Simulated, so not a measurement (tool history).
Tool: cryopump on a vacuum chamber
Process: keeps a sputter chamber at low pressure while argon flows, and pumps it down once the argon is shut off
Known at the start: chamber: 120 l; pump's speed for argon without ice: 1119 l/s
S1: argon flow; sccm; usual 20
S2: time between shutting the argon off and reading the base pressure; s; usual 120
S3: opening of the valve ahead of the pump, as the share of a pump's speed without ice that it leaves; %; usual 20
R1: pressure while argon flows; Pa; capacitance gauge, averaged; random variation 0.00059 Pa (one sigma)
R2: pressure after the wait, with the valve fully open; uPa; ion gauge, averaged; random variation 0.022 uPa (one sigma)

run	day	S1	S2	S3	R1	R2
1	0	20	120	20	0.153	2.22
2	3.279	20	120	20	0.1529	2.29
3	5.883	20	120	20	0.1534	2.4
4	7.933	20	120	20	0.1529	2.44
5	10.8	20	120	20	0.1539	2.56
6	14.2	20	159	20	0.1538	2.52
7	15.788	20	159	35	0.0893	2.5
8	18.988	20	159	35	0.0907	2.56
9	22.429	20	159	35	0.0913	2.67
10	25.729	20	120	37	0.0864	2.87
11	27.683	20	120	37	0.0866	2.9
12	31.108	20	120	37	0.0868	2.98
13	33.483	20	120	37	0.0881	2.98
14	36.238	20	120	37	0.0887	3.08
15	38.275	12	120	20	0.0946	3.14
16	40.667	20	120	20	0.1589	3.18
# day 41.162: pump warmed up, emptied and cooled again
17	42.9	20	26	20	0.1519	3.62
18	44.992	20	26	20	0.152	3.62
19	46.529	20	26	20	0.1521	3.75
20	49.883	20	133	20	0.1527	2.68
21	53.142	8	188	17	0.0714	2.8
22	55.329	20	49	39	0.0796	3.33
23	57.704	8	46	35	0.0348	3.28
24	61.112	8	46	35	0.0357	3.45
25	64.2	8	46	35	0.0362	3.53
26	67.45	8	205	22	0.0564	3.11
27	69.562	8	205	22	0.0565	3.15
28	71.292	18	124	38	0.0751	3.35
29	73.617	14	83	23	0.0957	3.57
30	76.708	14	204	23	0.0955	3.4
31	78.304	23	120	50	0.0761	3.51
32	81.475	18	120	20	0.1417	3.6
33	83.9	18	120	20	0.1415	3.66
34	86.158	9	89	20	0.071	3.91

Some steps in R1 between neighbouring runs. How much of each would the tool show without its hidden state too (settings, what came in, random variation), and how much is left for the hidden state, with any gauge scatter that isn't in both results?
The hidden state here: pump's speed, % of a pump's without ice; cold plate's temperature, K; leak into the chamber, uPa l/s; drift of the gauge itself on working_pa, %; drift of the gauge itself on base_upa, %.
Run 15 -> 16: S1 12 -> 20. R1 +0.0643 Pa: hidden state +0.0035, all else +0.0608.
Run 16 -> 17: S2 120 -> 26, pump warmed up, emptied and cooled again. R1 -0.007 Pa: hidden state -0.0076, all else +0.0006.
Run 20 -> 21: S1 20 -> 8, S2 133 -> 188, S3 20 -> 17. R1 -0.0813 Pa: hidden state -0.0006, all else -0.0807.
Run 30 -> 31: S1 14 -> 23, S2 204 -> 120, S3 23 -> 50. R1 -0.0194 Pa: hidden state +0.0028, all else -0.0222.
Run 31 -> 32: S1 23 -> 18, S3 50 -> 20. R1 +0.0656 Pa: hidden state -0.0009, all else +0.0665.
Run 33 -> 34: S1 18 -> 9, S2 120 -> 89. R1 -0.0705 Pa: hidden state -0.0028, all else -0.0677.

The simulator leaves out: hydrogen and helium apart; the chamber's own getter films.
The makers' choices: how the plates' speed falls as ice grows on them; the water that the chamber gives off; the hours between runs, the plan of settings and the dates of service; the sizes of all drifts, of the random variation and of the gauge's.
